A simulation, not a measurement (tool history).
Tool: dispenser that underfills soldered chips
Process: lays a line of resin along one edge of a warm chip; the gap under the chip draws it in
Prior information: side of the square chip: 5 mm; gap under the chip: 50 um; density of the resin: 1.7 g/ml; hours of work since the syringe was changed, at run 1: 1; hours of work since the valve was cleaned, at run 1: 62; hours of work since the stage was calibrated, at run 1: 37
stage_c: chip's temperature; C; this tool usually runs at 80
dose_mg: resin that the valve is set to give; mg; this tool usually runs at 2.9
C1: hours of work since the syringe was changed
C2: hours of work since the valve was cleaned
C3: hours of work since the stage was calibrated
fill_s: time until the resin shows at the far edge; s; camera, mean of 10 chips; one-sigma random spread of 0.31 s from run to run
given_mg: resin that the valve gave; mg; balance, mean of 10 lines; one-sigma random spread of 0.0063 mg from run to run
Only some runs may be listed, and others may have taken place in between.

run 1 hour=0 | stage_c=80 dose_mg=2.9 | C1=1 C2=62 C3=37 | fill_s=9.2 given_mg=2.835
run 2 hour=4.2 | stage_c=80 dose_mg=2.58 | C1=4 C2=65 C3=40 | fill_s=12 given_mg=2.53
-- hour=7.9 new syringe of resin
run 3 hour=11.3 | stage_c=80 dose_mg=3.69 | C1=2 C2=69 C3=44 | fill_s=10.1 given_mg=3.614
-- hour=17.7 new syringe of resin
run 4 hour=18.4 | stage_c=80 dose_mg=2.9 | C1=0 C2=73 C3=48 | fill_s=9.4 given_mg=2.827
run 5 hour=24.4 | stage_c=80 dose_mg=2.9 | C1=4 C2=77 C3=52 | fill_s=11.8 given_mg=2.813
-- hour=27 new syringe of resin
run 6 hour=32.2 | stage_c=80 dose_mg=2.9 | C1=3 C2=82 C3=57 | fill_s=11.3 given_mg=2.817
-- hour=34.3 dispensing valve cleaned and set on the balance
-- hour=37.3 new syringe of resin
run 7 hour=39.9 | stage_c=94 dose_mg=2.9 | C1=2 C2=3 C3=61 | fill_s=6.3 given_mg=2.885
run 8 hour=44.3 | stage_c=94 dose_mg=2.9 | C1=4 C2=6 C3=63 | fill_s=7.1 given_mg=2.881
-- hour=47.2 new syringe of resin
run 9 hour=49.4 | stage_c=71 dose_mg=3.14 | C1=1 C2=9 C3=66 | fill_s=14 given_mg=3.108
run 10 hour=53.1 | stage_c=95 dose_mg=2.58 | C1=4 C2=11 C3=68 | fill_s=6.4 given_mg=2.575
-- hour=56.9 new syringe of resin
run 11 hour=58.3 | stage_c=95 dose_mg=2.58 | C1=1 C2=14 C3=72 | fill_s=5.3 given_mg=2.553
run 12 hour=62 | stage_c=80 dose_mg=2.63 | C1=3 C2=16 C3=74 | fill_s=11.6 given_mg=2.606
-- hour=66.7 new syringe of resin
run 13 hour=67.9 | stage_c=88 dose_mg=2.99 | C1=1 C2=20 C3=77 | fill_s=6.3 given_mg=2.95

5 options for the next run, each taken on its own from the tool as it stands now. Forecast them:
run A hour=75.3 | stage_c=70 dose_mg=3.15 | C1=5 C2=24 C3=82 | fill_s=? given_mg=?
run B hour=75.3 | stage_c=74 dose_mg=2.9 | C1=5 C2=24 C3=82 | fill_s=? given_mg=?
run C hour=75.3 | stage_c=79 dose_mg=2.8 | C1=5 C2=24 C3=82 | fill_s=? given_mg=?
run D hour=75.3 | stage_c=80 dose_mg=2.66 | C1=5 C2=24 C3=82 | fill_s=? given_mg=?
run E hour=75.3 | stage_c=82 dose_mg=2.74 | C1=5 C2=24 C3=82 | fill_s=? given_mg=?

run=A fill_s=20.1 given_mg=3.105
run=B fill_s=16.6 given_mg=2.875
run=C fill_s=14.1 given_mg=2.766
run=D fill_s=13.8 given_mg=2.624
run=E fill_s=12.2 given_mg=2.711
Without the tool's hidden state the same runs would have given:
run=A fill_s=13.4 given_mg=3.145
run=B fill_s=10.9 given_mg=2.911
run=C fill_s=9.3 given_mg=2.802
run=D fill_s=9.2 given_mg=2.658
run=E fill_s=8 given_mg=2.746
